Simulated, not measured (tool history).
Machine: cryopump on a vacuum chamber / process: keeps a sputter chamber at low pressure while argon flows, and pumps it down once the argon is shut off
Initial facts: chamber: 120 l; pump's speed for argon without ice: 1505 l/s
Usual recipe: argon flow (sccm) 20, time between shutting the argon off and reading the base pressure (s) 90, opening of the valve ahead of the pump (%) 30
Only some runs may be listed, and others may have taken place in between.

| run | hour | argon flow (sccm) | time between shutting the argon off and reading the base pressure (s) | opening of the valve ahead of the pump (%) | pressure while argon flows (Pa) | pressure after the wait (uPa) |
|---|---|---|---|---|---|---|
| 1 | 0.0 | 20 | 90 | 30 | 0.0757 | 1.43 |
| 2 | 43.0 | 20 | 90 | 30 | 0.0758 | 1.43 |
| 3 | 125.5 | 20 | 90 | 30 | 0.0753 | 1.51 |
| 4 | 198.6 | 20 | 90 | 30 | 0.0765 | 1.57 |
|  | 281.0 | leaking fittings of the chamber tightened, without venting |
| 5 | 289.4 | 20 | 90 | 30 | 0.0768 | 0.62 |
| 6 | 352.2 | 20 | 90 | 30 | 0.0781 | 0.63 |
| 7 | 395.6 | 20 | 90 | 30 | 0.0783 | 0.67 |
| 8 | 494.8 | 20 | 90 | 59 | 0.0426 | 0.74 |
|  | 513.2 | pump warmed up, emptied and cooled again |
| 9 | 548.0 | 20 | 90 | 59 | 0.0394 | 0.71 |
| 10 | 626.6 | 20 | 90 | 30 | 0.0758 | 0.80 |
| 11 | 700.5 | 20 | 90 | 30 | 0.0766 | 0.85 |
| 12 | 779.2 | 20 | 90 | 30 | 0.0774 | 0.93 |
| 13 | 848.4 | 20 | 90 | 30 | 0.0774 | 0.97 |
| 14 | 893.1 | 20 | 90 | 30 | 0.0778 | 1.04 |
| 15 | 984.8 | 20 | 90 | 30 | 0.0790 | 1.12 |
|  | 1021.7 | pump warmed up, emptied and cooled again |
| 16 | 1074.8 | 20 | 216 | 30 | 0.0759 | 0.87 |
| 17 | 1164.6 | 20 | 216 | 30 | 0.0768 | 1.02 |
| 18 | 1257.3 | 20 | 216 | 30 | 0.0775 | 1.04 |
| 19 | 1303.4 | 25 | 40 | 30 | 0.0972 | 1.68 |
| 20 | 1398.6 | 20 | 135 | 57 | 0.0425 | 1.29 |
| 21 | 1465.9 | 12 | 84 | 39 | 0.0364 | 1.44 |
|  | 1528.4 | pump warmed up, emptied and cooled again |
| 22 | 1545.1 | 33 | 240 | 25 | 0.1503 | 1.15 |
| 23 | 1632.8 | 28 | 228 | 57 | 0.0567 | 1.31 |
| 24 | 1695.5 | 28 | 228 | 57 | 0.0579 | 1.30 |
| 25 | 1742.8 | 35 | 99 | 50 | 0.0824 | 1.51 |
| 26 | 1810.4 | 35 | 143 | 50 | 0.0833 | 1.44 |
| 27 | 1872.8 | 35 | 143 | 50 | 0.0842 | 1.59 |
| 28 | 1918.8 | 35 | 71 | 50 | 0.0848 | 1.87 |
|  | 1983.3 | leaking fittings of the chamber tightened, without venting |
| 29 | 2004.6 | 35 | 71 | 50 | 0.0857 | 0.66 |
|  | 2037.2 | pump warmed up, emptied and cooled again |
| 30 | 2101.6 | 35 | 71 | 50 | 0.0807 | 0.68 |
| 31 | 2144.7 | 16 | 233 | 53 | 0.0353 | 0.48 |
| 32 | 2211.6 | 11 | 90 | 47 | 0.0275 | 0.72 |
| 33 | 2273.6 | 8 | 92 | 50 | 0.0195 | 0.75 |

For each run, the measured value with the value that run would have given without the tool's hidden condition subtracted. The run-to-run variation is shared by both, the gauge scatter possibly not:
Hidden state at play: pump's speed, % of a pump's without ice; cold plate's temperature, K; leak into the chamber, uPa l/s; drift of the gauge itself on working_pa, %; drift of the gauge itself on base_upa, %.
| run | pressure while argon flows (Pa) | pressure after the wait (uPa) |
|---|---|---|
| 1 | +0.0004 | +0.90 |
| 2 | +0.0007 | +0.94 |
| 3 | +0.0012 | +1.03 |
| 4 | +0.0017 | +1.07 |
| 5 | +0.0023 | +0.09 |
| 6 | +0.0028 | +0.13 |
| 7 | +0.0031 | +0.17 |
| 8 | +0.0038 | +0.25 |
| 9 | +0.0007 | +0.24 |
| 10 | +0.0013 | +0.29 |
| 11 | +0.0018 | +0.36 |
| 12 | +0.0023 | +0.42 |
| 13 | +0.0028 | +0.50 |
| 14 | +0.0031 | +0.53 |
| 15 | +0.0038 | +0.60 |
| 16 | +0.0010 | +0.56 |
| 17 | +0.0017 | +0.66 |
| 18 | +0.0022 | +0.72 |
| 19 | +0.0032 | +0.78 |
| 20 | +0.0032 | +0.87 |
| 21 | +0.0022 | +0.93 |
| 22 | +0.0014 | +0.86 |
| 23 | +0.0020 | +0.94 |
| 24 | +0.0025 | +0.99 |
| 25 | +0.0036 | +1.04 |
| 26 | +0.0045 | +1.10 |
| 27 | +0.0053 | +1.19 |
| 28 | +0.0060 | +1.27 |
| 29 | +0.0071 | +0.08 |
| 30 | +0.0023 | +0.11 |
| 31 | +0.0013 | +0.14 |
| 32 | +0.0011 | +0.19 |
| 33 | +0.0010 | +0.24 |
